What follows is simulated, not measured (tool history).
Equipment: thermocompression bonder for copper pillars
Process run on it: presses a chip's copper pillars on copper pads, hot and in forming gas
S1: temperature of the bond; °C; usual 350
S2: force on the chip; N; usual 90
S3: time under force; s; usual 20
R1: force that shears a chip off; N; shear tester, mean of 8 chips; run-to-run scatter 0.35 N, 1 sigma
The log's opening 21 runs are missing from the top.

run	hour	S1	S2	S3	R1
22	721.1	350	90	20	45.4
23	752.5	350	105	47	68.4
24	797.8	350	105	47	67.5
25	817.6	374	90	25	60.8
26	840.5	374	90	25	61.1
27	871.6	327	89	13	29
28	892	343	82	31	45.8
29	917	343	82	31	44.9
30	946.2	358	110	48	75
31	983.9	349	65	32	39.7
32	1006.1	338	123	54	71.5
33	1047.8	338	123	54	71.1
34	1074.3	338	123	54	71.2
35	1114.1	338	123	54	72.1
36	1156.7	338	123	54	71.1
37	1197.2	338	123	54	71.6
# hour 1205.3: forming gas filter changed
38	1232.4	350	90	22	47.2

Run 39 has not been measured yet. What should we expect?
39	1263.1	350	90	22	?

Logged for run 39: R1 47.5 N.
Take away the tool's hidden state, keep the run-to-run variation as it was, and the same run would have given R1 47.1 N.

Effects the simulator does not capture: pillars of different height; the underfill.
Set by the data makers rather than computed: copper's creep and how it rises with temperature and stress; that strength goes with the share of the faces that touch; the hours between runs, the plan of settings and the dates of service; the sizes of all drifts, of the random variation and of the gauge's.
